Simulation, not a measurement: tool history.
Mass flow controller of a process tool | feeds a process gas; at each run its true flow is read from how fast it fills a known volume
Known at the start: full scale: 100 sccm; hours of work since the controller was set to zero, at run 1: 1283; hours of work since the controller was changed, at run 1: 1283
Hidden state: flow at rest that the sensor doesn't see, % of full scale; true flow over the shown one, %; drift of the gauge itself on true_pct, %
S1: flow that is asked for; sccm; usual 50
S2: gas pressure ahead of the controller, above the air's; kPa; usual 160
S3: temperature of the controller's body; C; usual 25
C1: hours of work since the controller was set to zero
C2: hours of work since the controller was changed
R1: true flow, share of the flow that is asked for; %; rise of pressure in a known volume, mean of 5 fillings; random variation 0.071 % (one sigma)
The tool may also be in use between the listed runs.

run      day  S1   S2  S3    C1    C2      R1
  1        0  50  160  25  1283  1283   99.41
  2   16.642  22  160  25  1481  1481   98.79
  3   27.617  22  160  25  1611  1611   98.88
  4   36.775  50  160  25  1720  1720    99.5
  5   50.275  50  160  38  1881  1881   99.99
  6   58.796  50  160  25  1982  1982   99.65
  7   70.212  50  160  23  2118  2118   99.57
  8   84.221  50  160  23  2284  2284   99.49
  9   92.688  50  160  23  2385  2385   99.62
 10  112.046  50  156  23  2615  2615   99.57
 11  122.279  50  156  23  2737  2737    99.7
     123.138  -- controller's zero set anew
 12  132.604  50  156  23   113  2859   99.61
 13  148.504  49  263  27   302  3049   99.01
 14  158.754  29  160  24   424  3170   98.91
     162.912  -- controller's zero set anew, once more
 15  175.588  11  157  30   151  3370   99.21
 16  186.038  24  149  25   275  3495    99.6
 17  204.467  36  151  25   494  3714   99.96
 18  215.658  89  215  22   627  3847  100.32
 19  224.317  50  160  20   730  3950   99.93
 20  242.879  50  160  20   951  4171  100.03
 21  260.667  13  160  31  1163  4382   99.15
 22  276.125  13  160  31  1346  4566   99.11
 23  289.062  32  160  31  1500  4720   99.94

Measured less the same run without the tool's hidden state. The same run-to-run variation is in both; the gauge's scatter may not be:
run     R1
  1  +0.05
  2  -0.15
  3  -0.14
  4  +0.11
  5  +0.13
  6  +0.14
  7  +0.16
  8  +0.19
  9   +0.2
 10  +0.23
 11  +0.24
 12  +0.18
 13  +0.19
 14  -0.09
 15  +0.23
 16  +0.47
 17  +0.57
 18  +0.69
 19  +0.65
 20  +0.68
 21  +0.18
 22  +0.16
 23  +0.63

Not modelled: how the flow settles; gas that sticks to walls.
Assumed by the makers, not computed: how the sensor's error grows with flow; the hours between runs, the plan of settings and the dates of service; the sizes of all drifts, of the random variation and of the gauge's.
